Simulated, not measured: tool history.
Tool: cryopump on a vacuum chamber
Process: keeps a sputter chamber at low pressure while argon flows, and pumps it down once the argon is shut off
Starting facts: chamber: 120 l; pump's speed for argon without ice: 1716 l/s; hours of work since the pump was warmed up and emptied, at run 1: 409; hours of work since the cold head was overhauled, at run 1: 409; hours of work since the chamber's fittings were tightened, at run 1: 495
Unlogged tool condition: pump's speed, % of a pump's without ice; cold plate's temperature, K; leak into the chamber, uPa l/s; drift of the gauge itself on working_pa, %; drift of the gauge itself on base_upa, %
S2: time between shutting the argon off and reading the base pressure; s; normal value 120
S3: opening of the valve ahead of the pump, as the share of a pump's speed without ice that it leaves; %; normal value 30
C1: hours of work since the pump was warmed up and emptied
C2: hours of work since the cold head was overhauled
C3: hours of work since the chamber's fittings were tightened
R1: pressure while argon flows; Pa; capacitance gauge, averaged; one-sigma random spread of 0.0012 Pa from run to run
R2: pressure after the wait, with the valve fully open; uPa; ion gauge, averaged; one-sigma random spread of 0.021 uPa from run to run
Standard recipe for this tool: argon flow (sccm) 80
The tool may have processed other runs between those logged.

Run 1, hour 0: usual settings; C1 409; C2 409; C3 495. Result: R1 0.2739 Pa, R2 0.55 uPa.
Run 2, hour 22.6: usual settings; C1 421; C2 421; C3 508. Result: R1 0.275 Pa, R2 0.56 uPa.
Run 3, hour 41.1: usual settings; C1 431; C2 431; C3 518. Result: R1 0.2755 Pa, R2 0.56 uPa.
Run 4, hour 59.2: usual settings but argon flow (sccm) 119; C1 441; C2 441; C3 528. Result: R1 0.4079 Pa, R2 0.55 uPa.
Run 5, hour 75.4: usual settings but argon flow (sccm) 119; C1 450; C2 450; C3 537. Result: R1 0.4081 Pa, R2 0.55 uPa.
Run 6, hour 95.8: usual settings but argon flow (sccm) 119; C1 462; C2 462; C3 548. Result: R1 0.4047 Pa, R2 0.59 uPa.
Run 7, hour 120.2: usual settings but argon flow (sccm) 119; C1 475; C2 475; C3 562. Result: R1 0.4106 Pa, R2 0.57 uPa.
Run 8, hour 138.9: usual settings but argon flow (sccm) 119; C1 485; C2 485; C3 572. Result: R1 0.4109 Pa, R2 0.56 uPa.
At hour 168.6: pump warmed up, emptied and cooled again.
Run 9, hour 174.4: usual settings but argon flow (sccm) 119; C1 3; C2 502; C3 589. Result: R1 0.389 Pa, R2 0.53 uPa.
Run 10, hour 198.4: usual settings but S3 16 %; C1 16; C2 515; C3 602. Result: R1 0.494 Pa, R2 0.56 uPa.
Run 11, hour 228.9: usual settings but S3 16 %; C1 33; C2 532; C3 619. Result: R1 0.4956 Pa, R2 0.51 uPa.
Run 12, hour 251.1: usual settings but S3 16 %; C1 45; C2 544; C3 631. Result: R1 0.4958 Pa, R2 0.54 uPa.
Run 13, hour 281: usual settings but S3 16 %; C1 62; C2 561; C3 647. Result: R1 0.4939 Pa, R2 0.58 uPa.
Run 14, hour 303.5: usual settings but S2 133 s, S3 16 %; C1 74; C2 573; C3 660. Result: R1 0.4962 Pa, R2 0.49 uPa.
Run 15, hour 336.9: usual settings but S2 133 s, S3 16 %; C1 93; C2 592; C3 678. Result: R1 0.4946 Pa, R2 0.54 uPa.
Run 16, hour 370.1: usual settings but S2 133 s, S3 16 %; C1 111; C2 610; C3 697. Result: R1 0.4964 Pa, R2 0.54 uPa.
Run 17, hour 398.8: usual settings but S3 17 %; C1 127; C2 626; C3 712. Result: R1 0.4716 Pa, R2 0.6 uPa.
Run 18, hour 426.4: usual settings but S3 17 %; C1 142; C2 641; C3 728. Result: R1 0.4684 Pa, R2 0.56 uPa.
Run 19, hour 459.6: usual settings but S3 17 %; C1 160; C2 659; C3 746. Result: R1 0.4719 Pa, R2 0.53 uPa.
Run 20, hour 492.3: usual settings but argon flow (sccm) 71, S3 52 %; C1 178; C2 677; C3 764. Result: R1 0.1407 Pa, R2 0.57 uPa.
Run 21, hour 516.7: usual settings but argon flow (sccm) 54, S2 43 s, S3 46 %; C1 192; C2 691; C3 777. Result: R1 0.1205 Pa, R2 1.1 uPa.
Run 22, hour 533.7: usual settings but S2 145 s, S3 24 %; C1 201; C2 700; C3 787. Result: R1 0.3352 Pa, R2 0.55 uPa.

Estimate the outcome of run 23 from the log above:
Run 23, hour 560.3: usual settings but S2 30 s, S3 31 %; C1 216; C2 715; C3 801. Result: R1 ?, R2 ?.

{"run 23": {"R1": 0.2634, "R2": 1.46}}
Minus the tool's unlogged condition, the same run would have read R1 0.2562 Pa, R2 1.33 uPa.
